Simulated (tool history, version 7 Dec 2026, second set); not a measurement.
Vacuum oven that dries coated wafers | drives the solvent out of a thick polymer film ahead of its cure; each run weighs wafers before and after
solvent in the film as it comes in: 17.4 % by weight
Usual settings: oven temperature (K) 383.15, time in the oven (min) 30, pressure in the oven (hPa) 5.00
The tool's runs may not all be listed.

| run | hour | oven temperature (K) | time in the oven (min) | pressure in the oven (hPa) | solvent left in the film (%) |
|---|---|---|---|---|---|
| 1 | 0.0 | 383.15 | 30 | 5.00 | 1.02 |
| 2 | 8.6 | 383.15 | 30 | 5.00 | 1.02 |
| 3 | 24.7 | 383.15 | 30 | 5.00 | 1.02 |
| 4 | 38.2 | 383.15 | 30 | 5.00 | 1.01 |
| 5 | 51.7 | 383.15 | 30 | 5.00 | 1.00 |
| 6 | 66.9 | 383.15 | 30 | 5.00 | 1.02 |
| 7 | 76.1 | 375.15 | 30 | 5.00 | 2.18 |
| 8 | 84.8 | 375.15 | 30 | 5.00 | 2.19 |
| 9 | 98.3 | 375.15 | 30 | 5.00 | 2.18 |
|  | 101.0 | vacuum gauge cleaned of residue and calibrated |
| 10 | 110.1 | 383.15 | 21 | 5.00 | 1.98 |
| 11 | 125.3 | 383.15 | 21 | 5.00 | 2.00 |
| 12 | 141.4 | 383.15 | 21 | 5.00 | 1.98 |
|  | 152.8 | oven's thermocouples calibrated |
| 13 | 153.8 | 376.15 | 37 | 18.23 | 2.97 |
| 14 | 170.4 | 371.15 | 19 | 4.20 | 5.69 |
| 15 | 181.8 | 371.15 | 33 | 3.57 | 3.04 |
|  | 190.3 | vacuum gauge cleaned of residue and calibrated, once more |
| 16 | 193.1 | 371.15 | 41 | 2.52 | 1.93 |
| 17 | 204.3 | 371.15 | 41 | 2.52 | 1.95 |
| 18 | 211.8 | 397.15 | 31 | 2.61 | 0.17 |
| 19 | 220.4 | 397.15 | 31 | 2.61 | 0.18 |
| 20 | 234.7 | 397.15 | 31 | 2.61 | 0.18 |
| 21 | 251.6 | 383.15 | 46 | 5.00 | 0.56 |
| 22 | 259.2 | 380.15 | 46 | 2.73 | 0.55 |

4 ways to go on from here, each from the tool as it stands after run 22. What would each give?
| A | 275.3 | 392.15 | 16 | 8.59 | ? |
| B | 275.3 | 397.15 | 30 | 5.00 | ? |
| C | 275.3 | 379.15 | 46 | 2.65 | ? |
| D | 275.3 | 391.15 | 32 | 5.00 | ? |

| run | solvent left in the film (%) |
|---|---|
| A | 1.84 |
| B | 0.30 |
| C | 0.63 |
| D | 0.45 |
Without the tool's hidden state the same runs would have given:
| run | solvent left in the film (%) |
|---|---|
| A | 1.74 |
| B | 0.29 |
| C | 0.59 |
| D | 0.43 |

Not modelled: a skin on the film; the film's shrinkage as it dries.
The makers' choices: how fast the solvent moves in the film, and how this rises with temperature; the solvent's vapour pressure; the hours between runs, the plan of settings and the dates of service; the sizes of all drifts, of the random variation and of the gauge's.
